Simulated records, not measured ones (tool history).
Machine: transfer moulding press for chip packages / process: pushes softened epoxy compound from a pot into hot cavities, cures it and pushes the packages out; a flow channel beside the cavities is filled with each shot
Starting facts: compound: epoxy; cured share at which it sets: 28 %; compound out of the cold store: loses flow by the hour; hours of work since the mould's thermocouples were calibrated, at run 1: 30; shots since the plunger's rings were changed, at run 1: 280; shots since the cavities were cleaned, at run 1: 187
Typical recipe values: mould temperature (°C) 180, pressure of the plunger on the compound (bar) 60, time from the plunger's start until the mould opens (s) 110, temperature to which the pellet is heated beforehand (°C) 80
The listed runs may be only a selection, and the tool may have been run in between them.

run   hour  mould temperature (°C)  pressure of the plunger on the compound (bar)  time from the plunger's start until the mould opens (s)  temperature to which the pellet is heated beforehand (°C)  hours of work since the mould's thermocouples were calibrated  shots since the plunger's rings were changed  shots since the cavities were cleaned  incoming compound's hours out of the cold store  length that the compound runs in the flow channel (mm)  greatest force on the pins that push the packages out (N)
  1      0                     180                                             60                                                      110                                                         80                                                             30                                           280                                    187                                             16.3                                                     629                                                        378
  2      7                     180                                             60                                                      110                                                         80                                                             33                                           327                                    234                                             39.1                                                     547                                                        387
  3   12.7                     180                                             60                                                      110                                                         80                                                             35                                           366                                    273                                             32.8                                                     569                                                        404
  4   19.5                     180                                             60                                                      110                                                         80                                                             38                                           412                                    319                                             23.3                                                     605                                                        403
  5   25.2                     177                                             60                                                      110                                                         80                                                             40                                           451                                    358                                              8.4                                                     669                                                        498
  6     29                     177                                             60                                                      110                                                         80                                                             42                                           477                                    384                                             21.6                                                     608                                                        489
  7   36.9                     180                                             60                                                      110                                                         80                                                             45                                           531                                    438                                              9.1                                                     659                                                        476
      41.5  -- cavities cleaned with cleaning compound and waxed
  8   47.4                     180                                             60                                                      110                                                         80                                                             49                                           592                                     40                                             34.9                                                     555                                                        464
  9   51.4                     180                                             60                                                      110                                                         80                                                             51                                           619                                     67                                             28.7                                                     584                                                        512
 10   57.5                     180                                             60                                                      110                                                         80                                                             54                                           661                                    109                                             15.8                                                     631                                                        499
      64.8  -- cavities cleaned with cleaning compound and waxed, once more
 11   67.5                     180                                             60                                                      110                                                         80                                                             57                                           718                                     18                                               46                                                     519                                                        278
 12   71.8                     180                                             60                                                      110                                                         80                                                             59                                           748                                     48                                             43.8                                                     522                                                        302
 13   76.7                     180                                             60                                                      110                                                         80                                                             61                                           781                                     81                                             45.3                                                     527                                                        312
 14   82.3                     180                                           65.2                                                      134                                                         70                                                             63                                           819                                    119                                               41                                                     559                                                        295
 15   88.6                     180                                             60                                                      110                                                         87                                                             66                                           862                                    162                                             20.2                                                     608                                                        359
 16   94.3                     180                                           67.4                                                      110                                                         75                                                             69                                           901                                    201                                               16                                                     669                                                        375
 17    100                     180                                             51                                                      123                                                         80                                                             71                                           940                                    240                                             43.8                                                     486                                                        346
 18  105.5                     180                                             51                                                      123                                                         80                                                             73                                           977                                    277                                             23.6                                                     546                                                        365
 19  110.2                     180                                             60                                                       90                                                         80                                                             75                                          1009                                    309                                             18.8                                                     617                                                        624
 20  115.5                     180                                             60                                                       98                                                         78                                                             78                                          1045                                    345                                              8.4                                                     657                                                        535
 21  122.1                     172                                             60                                                      110                                                         80                                                             81                                          1090                                    390                                             47.6                                                     514                                                        586
 22  127.5                     187                                             60                                                      110                                                         85                                                             83                                          1127                                    427                                               18                                                     603                                                        391
     133.9  -- cavities cleaned with cleaning compound and waxed
 23  133.9                     187                                           66.2                                                      110                                                         86                                                             85                                          1160                                      0                                             35.6                                                     561                                                        243
 24  141.8                     187                                           66.2                                                      110                                                         86                                                             88                                          1214                                     54                                             19.3                                                     639                                                        274
 25  148.2                     187                                           66.2                                                      110                                                         86                                                             91                                          1257                                     97                                             42.7                                                     545                                                        285
 26  156.1                     177                                           66.2                                                      117                                                         83                                                             94                                          1311                                    151                                             21.3                                                     638                                                        371

Below are 4 alternative next runs, each starting from the tool's condition after run 26. Predict each:
  A  160.4                     177                                           49.7                                                      125                                                         84                                                             96                                          1340                                    180                                             20.2                                                       ?                                                          ?
  B  160.4                     173                                           62.4                                                      100                                                         80                                                             96                                          1340                                    180                                             46.7                                                       ?                                                          ?
  C  160.4                     180                                           47.7                                                      139                                                         71                                                             96                                          1340                                    180                                             36.9                                                       ?                                                          ?
  D  160.4                     179                                           48.6                                                      117                                                         90                                                             96                                          1340                                    180                                              9.3                                                       ?                                                          ?

run  length that the compound runs in the flow channel (mm)  greatest force on the pins that push the packages out (N)
  A                                                     555                                                        359
  B                                                     526                                                        583
  C                                                     485                                                        322
  D                                                     585                                                        361
Had the tool no hidden state, the same runs would have come out as:
run  length that the compound runs in the flow channel (mm)  greatest force on the pins that push the packages out (N)
  A                                                     567                                                        267
  B                                                     537                                                        433
  C                                                     496                                                        238
  D                                                     598                                                        267

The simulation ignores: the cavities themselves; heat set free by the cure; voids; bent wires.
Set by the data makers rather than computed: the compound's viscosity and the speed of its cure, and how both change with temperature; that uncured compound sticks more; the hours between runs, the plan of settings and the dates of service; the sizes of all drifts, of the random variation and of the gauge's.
